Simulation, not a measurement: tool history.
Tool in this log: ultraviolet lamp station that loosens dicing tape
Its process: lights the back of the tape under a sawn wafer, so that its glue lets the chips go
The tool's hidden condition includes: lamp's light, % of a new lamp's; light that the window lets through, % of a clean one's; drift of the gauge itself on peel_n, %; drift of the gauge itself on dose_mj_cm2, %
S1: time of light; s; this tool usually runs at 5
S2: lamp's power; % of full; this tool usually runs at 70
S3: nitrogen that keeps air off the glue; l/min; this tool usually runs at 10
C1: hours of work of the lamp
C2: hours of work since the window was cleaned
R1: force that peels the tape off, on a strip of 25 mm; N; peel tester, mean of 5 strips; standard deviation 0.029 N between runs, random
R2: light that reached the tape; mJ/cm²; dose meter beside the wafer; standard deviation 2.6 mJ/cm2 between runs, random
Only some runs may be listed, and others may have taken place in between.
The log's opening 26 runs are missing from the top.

run    hour  S1  S2  S3    C1   C2     R1   R2
 27  1804.2   4  94   4   850  554   3.53  262
     1816.3  -- window cleaned of glue's vapour
 28  1875.9   5  98  15   901   43  0.732  392
 29  1979.2   5  98  15   975  117  0.777  376
 30  2071.8   4  70  10  1042  184  2.924  209
 31  2163.4   4  70  10  1108  249  2.969  207
 32  2254.8   5  99  14  1174  315  0.972  353
 33  2352.3   5  99  14  1244  385  1.052  340
 34  2411.8   9  70  11  1286  428  0.796  420
 35    2461   4  79   5  1322  463  3.938  210
 36  2558.8   3  71  16  1392  534  3.889  137
     2597.9  -- window cleaned of glue's vapour
     2638.8  -- lamp changed
 37  2660.7   4  80  10    16   44   1.77  299
 38  2744.1   5  76   8    76  104  1.624  346
 39  2844.6   5  76   8   148  177  1.647  333
 40  2900.3   5  76   9   188  217  1.605  326
 41  2998.6   7  85   4   259  287  1.419  499
 42    3078   7  90   4   316  344  1.332  509

Each row is a separate what-if for the run after 42, all from the same tool condition, not one after another. Results?
  A  3156.8   3  69  10  372  401   ?   ?
  B  3156.8   7  66  14  372  401   ?   ?
  C  3156.8   2  96   3  372  401   ?   ?
  D  3156.8   5  90  13  372  401   ?   ?
  E  3156.8   5  70  10  372  401   ?   ?

run     R1   R2
  A  3.631  164
  B  0.877  366
  C  5.612  152
  D  1.025  358
  E  1.944  279
Without the tool's hidden state the same runs would have given:
run     R1   R2
  A  3.009  197
  B  0.575  438
  C  5.058  182
  D  0.684  428
  E  1.432  333
